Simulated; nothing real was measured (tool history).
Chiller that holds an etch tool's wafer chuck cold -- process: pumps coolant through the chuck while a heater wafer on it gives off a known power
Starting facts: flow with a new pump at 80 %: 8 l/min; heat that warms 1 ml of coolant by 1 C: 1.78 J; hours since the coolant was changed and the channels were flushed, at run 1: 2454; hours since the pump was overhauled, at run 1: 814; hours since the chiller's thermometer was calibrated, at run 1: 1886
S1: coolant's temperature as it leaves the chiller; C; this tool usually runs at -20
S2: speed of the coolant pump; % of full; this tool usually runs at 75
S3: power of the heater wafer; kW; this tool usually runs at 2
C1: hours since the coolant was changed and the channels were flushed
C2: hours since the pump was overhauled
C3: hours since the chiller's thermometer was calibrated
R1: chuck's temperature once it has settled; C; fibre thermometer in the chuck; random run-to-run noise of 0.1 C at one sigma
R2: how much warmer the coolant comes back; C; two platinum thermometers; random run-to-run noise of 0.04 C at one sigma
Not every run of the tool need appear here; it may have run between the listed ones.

run 1 day=0 | S1=-20 S2=75 S3=2 | C1=2454 C2=814 C3=1886 | R1=-3.1 R2=8.95
run 2 day=0.967 | S1=-20 S2=75 S3=2.644 | C1=2477 C2=837 C3=1910 | R1=2.5 R2=11.88
run 3 day=2.408 | S1=-20 S2=75 S3=2.67 | C1=2512 C2=872 C3=1944 | R1=2.5 R2=12.11
run 4 day=3.479 | S1=-20 S2=70 S3=2.67 | C1=2537 C2=898 C3=1970 | R1=3.9 R2=12.93
run 5 day=4.646 | S1=-20 S2=70 S3=2.67 | C1=2565 C2=926 C3=1998 | R1=3.8 R2=12.95
run 6 day=5.629 | S1=-20 S2=70 S3=2.67 | C1=2589 C2=949 C3=2021 | R1=3.8 R2=12.97
run 7 day=6.946 | S1=-20 S2=95 S3=2 | C1=2620 C2=981 C3=2053 | R1=-5.7 R2=7.12
run 8 day=7.879 | S1=-20 S2=95 S3=2 | C1=2643 C2=1003 C3=2076 | R1=-5.9 R2=7.09
run 9 day=9.379 | S1=-20 S2=95 S3=2 | C1=2679 C2=1039 C3=2112 | R1=-6 R2=7.14
run 10 day=10.292 | S1=-20 S2=75 S3=2 | C1=2701 C2=1061 C3=2133 | R1=-2.9 R2=9.1
run 11 day=11.992 | S1=-20 S2=75 S3=2 | C1=2742 C2=1102 C3=2174 | R1=-3.1 R2=9.09
run 12 day=13.425 | S1=-20 S2=75 S3=2 | C1=2776 C2=1136 C3=2209 | R1=-3 R2=9.11
run 13 day=15.058 | S1=-25 S2=75 S3=2 | C1=2815 C2=1176 C3=2248 | R1=-8.1 R2=9.08
run 14 day=16.025 | S1=-20 S2=75 S3=2 | C1=2838 C2=1199 C3=2271 | R1=-3 R2=9.13
run 15 day=17.658 | S1=-20 S2=68 S3=1.335 | C1=2878 C2=1238 C3=2310 | R1=-7.7 R2=6.74
-- day=18.262 chiller's thermometer calibrated
run 16 day=18.679 | S1=-21 S2=74 S3=2.107 | C1=2901 C2=1261 C3=10 | R1=-2.8 R2=9.63
run 17 day=20.362 | S1=-28 S2=74 S3=2.209 | C1=2941 C2=1302 C3=50 | R1=-9.1 R2=10.2
run 18 day=21.317 | S1=-11 S2=62 S3=1.054 | C1=2964 C2=1325 C3=73 | R1=-0.4 R2=5.94
run 19 day=22.938 | S1=-27 S2=64 S3=2.17 | C1=3003 C2=1364 C3=112 | R1=-6.1 R2=11.58
run 20 day=23.692 | S1=-27 S2=64 S3=2.17 | C1=3021 C2=1382 C3=130 | R1=-6 R2=11.52
run 21 day=25.258 | S1=-21 S2=96 S3=2.793 | C1=3059 C2=1419 C3=168 | R1=-1.5 R2=9.99
run 22 day=26.008 | S1=-21 S2=96 S3=2.793 | C1=3077 C2=1437 C3=186 | R1=-1.6 R2=10
run 23 day=27.254 | S1=-18 S2=75 S3=2.453 | C1=3107 C2=1467 C3=216 | R1=2.9 R2=11.23
run 24 day=28.767 | S1=-14 S2=77 S3=1.611 | C1=3143 C2=1503 C3=252 | R1=-0.6 R2=7.23
run 25 day=30.121 | S1=-14 S2=77 S3=1.611 | C1=3176 C2=1536 C3=285 | R1=-0.6 R2=7.2
run 26 day=31.367 | S1=-17 S2=79 S3=2.294 | C1=3206 C2=1566 C3=314 | R1=1.5 R2=9.95
run 27 day=32.175 | S1=-13 S2=62 S3=1.011 | C1=3225 C2=1585 C3=334 | R1=-3 R2=5.72

4 options for the next run, each taken on its own from the tool as it stands now. Forecast them:
run A day=33.754 | S1=-13 S2=85 S3=2.164 | C1=3263 C2=1623 C3=372 | R1=? R2=?
run B day=33.754 | S1=-17 S2=63 S3=2.313 | C1=3263 C2=1623 C3=372 | R1=? R2=?
run C day=33.754 | S1=-13 S2=99 S3=1.458 | C1=3263 C2=1623 C3=372 | R1=? R2=?
run D day=33.754 | S1=-14 S2=92 S3=2.597 | C1=3263 C2=1623 C3=372 | R1=? R2=?

run=A R1=3.5 R2=8.75
run=B R1=5.5 R2=12.66
run=C R1=-2.9 R2=5.17
run=D R1=5 R2=9.71
What these runs would have given with no unlogged condition in the tool:
run=A R1=3.5 R2=8.57
run=B R1=5.5 R2=12.48
run=C R1=-2.9 R2=4.98
run=D R1=5 R2=9.53
